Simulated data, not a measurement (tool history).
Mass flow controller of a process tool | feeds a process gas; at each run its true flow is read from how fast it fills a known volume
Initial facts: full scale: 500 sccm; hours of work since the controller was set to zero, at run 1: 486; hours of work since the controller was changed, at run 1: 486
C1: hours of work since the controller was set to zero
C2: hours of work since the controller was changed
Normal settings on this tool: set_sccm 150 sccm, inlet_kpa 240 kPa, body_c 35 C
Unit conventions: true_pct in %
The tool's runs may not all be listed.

run 1 hour=0.0 | set_sccm=150 inlet_kpa=240 body_c=35 | C1=486 C2=486 | true_pct=99.15
run 2 hour=233.7 | set_sccm=150 inlet_kpa=240 body_c=35 | C1=580 C2=580 | true_pct=99.17
run 3 hour=349.1 | set_sccm=150 inlet_kpa=240 body_c=35 | C1=626 C2=626 | true_pct=98.97
run 4 hour=484.1 | set_sccm=150 inlet_kpa=270 body_c=35 | C1=680 C2=680 | true_pct=98.86
run 5 hour=710.2 | set_sccm=150 inlet_kpa=270 body_c=35 | C1=771 C2=771 | true_pct=98.60
run 6 hour=925.7 | set_sccm=150 inlet_kpa=228 body_c=35 | C1=858 C2=858 | true_pct=98.90
run 7 hour=1084.3 | set_sccm=71 inlet_kpa=259 body_c=34 | C1=921 C2=921 | true_pct=97.74
run 8 hour=1315.6 | set_sccm=150 inlet_kpa=171 body_c=31 | C1=1014 C2=1014 | true_pct=98.66
run 9 hour=1486.3 | set_sccm=150 inlet_kpa=171 body_c=31 | C1=1082 C2=1082 | true_pct=98.60
run 10 hour=1589.0 | set_sccm=150 inlet_kpa=240 body_c=37 | C1=1124 C2=1124 | true_pct=98.94
run 11 hour=1690.8 | set_sccm=97 inlet_kpa=273 body_c=35 | C1=1164 C2=1164 | true_pct=97.94
run 12 hour=1795.7 | set_sccm=212 inlet_kpa=178 body_c=25 | C1=1207 C2=1207 | true_pct=98.34

What if the next run were any one of these 5? Each begins from the tool's condition after run 12:
run A hour=1943.0 | set_sccm=474 inlet_kpa=176 body_c=30 | C1=1266 C2=1266 | true_pct=?
run B hour=1943.0 | set_sccm=50 inlet_kpa=183 body_c=24 | C1=1266 C2=1266 | true_pct=?
run C hour=1943.0 | set_sccm=54 inlet_kpa=202 body_c=22 | C1=1266 C2=1266 | true_pct=?
run D hour=1943.0 | set_sccm=150 inlet_kpa=271 body_c=24 | C1=1266 C2=1266 | true_pct=?
run E hour=1943.0 | set_sccm=51 inlet_kpa=245 body_c=33 | C1=1266 C2=1266 | true_pct=?

run=A true_pct=99.91
run=B true_pct=95.81
run=C true_pct=95.73
run=D true_pct=97.20
run=E true_pct=96.53
What these runs would have given with no unlogged condition in the tool:
run=A true_pct=100.58
run=B true_pct=98.40
run=C true_pct=98.17
run=D true_pct=98.36
run=E true_pct=99.08
